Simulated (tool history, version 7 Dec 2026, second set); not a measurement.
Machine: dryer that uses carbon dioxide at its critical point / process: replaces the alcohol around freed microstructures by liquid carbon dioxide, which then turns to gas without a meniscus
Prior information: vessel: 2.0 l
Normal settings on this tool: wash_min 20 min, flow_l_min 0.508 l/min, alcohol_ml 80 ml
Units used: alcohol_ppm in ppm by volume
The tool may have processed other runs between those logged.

| run | hour | wash_min | flow_l_min | alcohol_ml | alcohol_ppm |
|---|---|---|---|---|---|
| 1 | 0.0 | 20 | 0.508 | 80 | 566 |
| 2 | 25.6 | 20 | 0.508 | 80 | 587 |
| 3 | 50.3 | 20 | 0.508 | 80 | 588 |
| 4 | 73.4 | 20 | 0.508 | 80 | 614 |
| 5 | 94.0 | 20 | 0.508 | 80 | 611 |
| 6 | 107.4 | 20 | 0.508 | 80 | 606 |
| 7 | 122.6 | 20 | 0.508 | 80 | 634 |
| 8 | 141.6 | 20 | 0.508 | 80 | 631 |
| 9 | 165.3 | 20 | 0.508 | 80 | 662 |
| 10 | 176.4 | 18 | 0.568 | 38 | 329 |
| 11 | 201.0 | 21 | 0.492 | 32 | 279 |
| 12 | 226.4 | 21 | 0.492 | 32 | 293 |
| 13 | 248.9 | 21 | 0.492 | 32 | 291 |
| 14 | 262.1 | 23 | 0.340 | 27 | 684 |

Predict each of these 3 candidate next runs independently; none follows another, all start after run 14:
| A | 280.5 | 20 | 0.508 | 95 | ? |
| B | 280.5 | 21 | 0.391 | 27 | ? |
| C | 280.5 | 18 | 0.373 | 80 | ? |

| run | alcohol_ppm |
|---|---|
| A | 792 |
| B | 587 |
| C | 2830 |
With no hidden state in the tool, these same runs would have given:
| run | alcohol_ppm |
|---|---|
| A | 460 |
| B | 372 |
| C | 2057 |
